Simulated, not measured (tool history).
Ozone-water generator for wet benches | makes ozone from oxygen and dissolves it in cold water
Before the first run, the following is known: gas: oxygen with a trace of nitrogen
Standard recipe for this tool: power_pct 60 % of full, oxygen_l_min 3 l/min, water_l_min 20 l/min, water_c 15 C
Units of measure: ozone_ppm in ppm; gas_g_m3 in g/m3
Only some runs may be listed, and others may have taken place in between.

run	hour	power_pct	oxygen_l_min	water_l_min	water_c	ozone_ppm	gas_g_m3
1	0	60	3	20	15	12.1	140
2	40.5	60	3	20	14	12.4	140.5
3	76.6	60	3	20	15	12.1	140.7
4	101.6	60	3	20	15	12.1	139.5
5	137.8	60	3	20	15	12.2	137.6
6	170.5	60	1.78	20	15	11.1	189
7	205.1	60	1.78	20	15	11.1	189.6
8	224	60	3	30	15	7.9	138.3
9	266.5	60	3	28	15	8.8	140.7
10	307.9	60	3	17	15	13.7	140
11	327.4	60	3	13	15	17.6	139.5
12	351.7	60	3	20	15	11.9	139.1
13	390.7	60	3	20	15	11.9	141.4
14	426.6	60	3	20	15	12	140.2
15	470.1	60	3	17	15	14	139.1
16	499.8	60	3	17	15	13.9	139.6
17	522.8	60	3	17	15	13.9	139
18	556.3	95	3	17	15	17.9	178.4
# hour 568.5: water thermometer calibrated
19	585.1	60	5.13	25	20	9.5	101.9
20	607	60	5.13	25	20	9.7	101.4
21	643.2	60	1.88	16	14	13.9	183.9
22	663.4	60	1.88	16	14	14	182
23	682.7	60	1.88	16	14	14.1	181.8
24	701.8	60	3.1	20	15	12.2	137
25	734.5	60	3	18	11	13.9	137.9
26	753.3	40	3.25	18	13	10.9	105.7
27	781.5	60	2.83	31	10	7.8	144.6
28	806.5	60	2.83	31	10	7.6	144.3

Estimate the outcome of run 29 from the log above:
29	834.1	60	2.83	13	21	?	?

ozone_ppm: 16.4 ppm
gas_g_m3: 144.2 g/m3
Were there no unlogged condition in the tool, this run, its random variation unchanged, would have produced ozone_ppm 16.9 ppm, gas_g_m3 147.2 g/m3.
